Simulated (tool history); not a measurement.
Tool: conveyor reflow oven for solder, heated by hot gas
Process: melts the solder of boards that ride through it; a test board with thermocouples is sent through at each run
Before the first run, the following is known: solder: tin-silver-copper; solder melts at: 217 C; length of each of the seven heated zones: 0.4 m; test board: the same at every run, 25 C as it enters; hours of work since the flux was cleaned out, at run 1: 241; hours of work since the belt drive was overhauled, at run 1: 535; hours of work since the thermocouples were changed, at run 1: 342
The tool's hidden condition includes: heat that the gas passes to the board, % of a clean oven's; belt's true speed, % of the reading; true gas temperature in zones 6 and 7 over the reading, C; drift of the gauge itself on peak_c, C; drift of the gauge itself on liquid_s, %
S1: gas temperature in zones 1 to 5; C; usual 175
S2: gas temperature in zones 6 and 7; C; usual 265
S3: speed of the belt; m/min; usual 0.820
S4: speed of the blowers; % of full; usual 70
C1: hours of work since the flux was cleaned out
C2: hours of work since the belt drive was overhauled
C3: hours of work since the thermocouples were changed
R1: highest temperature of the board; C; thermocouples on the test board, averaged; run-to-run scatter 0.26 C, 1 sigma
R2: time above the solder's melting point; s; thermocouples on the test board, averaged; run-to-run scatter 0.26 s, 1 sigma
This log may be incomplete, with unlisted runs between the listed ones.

run 1 day=0.000 | S1=175 S2=265 S3=0.820 S4=70 | C1=241 C2=535 C3=342 | R1=244.8 R2=37.9
run 2 day=0.792 | S1=175 S2=265 S3=0.920 S4=70 | C1=256 C2=549 C3=357 | R1=240.0 R2=29.3
run 3 day=2.229 | S1=175 S2=265 S3=0.920 S4=70 | C1=282 C2=576 C3=383 | R1=239.6 R2=30.1
run 4 day=3.346 | S1=174 S2=265 S3=0.920 S4=70 | C1=303 C2=596 C3=404 | R1=239.2 R2=28.6
run 5 day=4.204 | S1=174 S2=265 S3=0.920 S4=70 | C1=319 C2=612 C3=420 | R1=239.2 R2=28.5
run 6 day=5.404 | S1=174 S2=265 S3=0.920 S4=70 | C1=341 C2=634 C3=442 | R1=239.4 R2=28.4
run 7 day=6.071 | S1=174 S2=265 S3=0.920 S4=70 | C1=353 C2=647 C3=454 | R1=238.7 R2=28.1
run 8 day=7.246 | S1=175 S2=271 S3=0.820 S4=70 | C1=375 C2=668 C3=476 | R1=247.9 R2=40.2
run 9 day=8.300 | S1=175 S2=265 S3=0.820 S4=70 | C1=394 C2=688 C3=495 | R1=243.0 R2=36.6
run 10 day=9.321 | S1=175 S2=265 S3=0.820 S4=77 | C1=413 C2=707 C3=514 | R1=244.4 R2=37.9
-- day=9.888 flux residue cleaned out of gas plates and filters
run 11 day=10.704 | S1=175 S2=265 S3=0.820 S4=70 | C1=15 C2=728 C3=536 | R1=247.4 R2=40.4
run 12 day=11.862 | S1=175 S2=265 S3=0.820 S4=70 | C1=36 C2=750 C3=557 | R1=247.1 R2=40.4
run 13 day=13.279 | S1=175 S2=265 S3=0.820 S4=70 | C1=63 C2=776 C3=583 | R1=247.2 R2=40.1
run 14 day=14.196 | S1=175 S2=265 S3=0.820 S4=82 | C1=79 C2=793 C3=600 | R1=249.3 R2=42.2
run 15 day=15.267 | S1=175 S2=265 S3=0.820 S4=82 | C1=99 C2=812 C3=620 | R1=249.7 R2=42.5
run 16 day=16.454 | S1=164 S2=280 S3=0.962 S4=65 | C1=121 C2=834 C3=642 | R1=247.1 R2=30.7
run 17 day=17.517 | S1=182 S2=277 S3=0.899 S4=75 | C1=141 C2=854 C3=661 | R1=255.7 R2=42.4
run 18 day=18.921 | S1=166 S2=273 S3=0.979 S4=75 | C1=167 C2=880 C3=687 | R1=244.2 R2=28.3
run 19 day=19.708 | S1=166 S2=273 S3=0.903 S4=75 | C1=181 C2=894 C3=702 | R1=247.6 R2=33.7
run 20 day=20.996 | S1=166 S2=273 S3=0.903 S4=75 | C1=205 C2=918 C3=726 | R1=247.6 R2=33.7
run 21 day=21.654 | S1=177 S2=265 S3=0.820 S4=57 | C1=217 C2=930 C3=738 | R1=242.9 R2=36.8
run 22 day=22.983 | S1=188 S2=264 S3=0.903 S4=86 | C1=241 C2=955 C3=762 | R1=247.4 R2=40.2
-- day=23.883 belt drive overhauled, speed set with a stopwatch
run 23 day=24.483 | S1=175 S2=265 S3=0.782 S4=70 | C1=266 C2=11 C3=787 | R1=247.0 R2=41.4
run 24 day=25.462 | S1=175 S2=265 S3=0.775 S4=71 | C1=284 C2=29 C3=805 | R1=247.4 R2=42.4
run 25 day=26.325 | S1=175 S2=265 S3=0.775 S4=71 | C1=300 C2=45 C3=821 | R1=247.3 R2=42.2
run 26 day=27.229 | S1=181 S2=265 S3=0.820 S4=70 | C1=317 C2=62 C3=838 | R1=245.7 R2=40.6
run 27 day=27.979 | S1=187 S2=263 S3=0.820 S4=59 | C1=331 C2=76 C3=851 | R1=243.4 R2=39.4
run 28 day=28.975 | S1=187 S2=263 S3=0.820 S4=59 | C1=349 C2=94 C3=870 | R1=242.7 R2=40.0
run 29 day=29.642 | S1=163 S2=267 S3=0.778 S4=83 | C1=361 C2=106 C3=882 | R1=247.6 R2=39.6
run 30 day=30.504 | S1=182 S2=267 S3=0.734 S4=87 | C1=377 C2=122 C3=898 | R1=254.2 R2=52.0

What if the next run were any one of these 4? Each begins from the tool's condition after run 30:
run A day=31.483 | S1=165 S2=267 S3=0.734 S4=55 | C1=395 C2=140 C3=916 | R1=? R2=?
run B day=31.483 | S1=166 S2=258 S3=0.820 S4=61 | C1=395 C2=140 C3=916 | R1=? R2=?
run C day=31.483 | S1=176 S2=267 S3=0.734 S4=90 | C1=395 C2=140 C3=916 | R1=? R2=?
run D day=31.483 | S1=175 S2=267 S3=0.820 S4=53 | C1=395 C2=140 C3=916 | R1=? R2=?

run=A R1=243.8 R2=37.8
run=B R1=233.4 R2=24.9
run=C R1=253.5 R2=50.5
run=D R1=240.4 R2=33.1
Had the tool no hidden state, the same runs would have come out as:
run=A R1=246.0 R2=40.5
run=B R1=235.9 R2=28.5
run=C R1=255.3 R2=52.5
run=D R1=242.8 R2=35.9

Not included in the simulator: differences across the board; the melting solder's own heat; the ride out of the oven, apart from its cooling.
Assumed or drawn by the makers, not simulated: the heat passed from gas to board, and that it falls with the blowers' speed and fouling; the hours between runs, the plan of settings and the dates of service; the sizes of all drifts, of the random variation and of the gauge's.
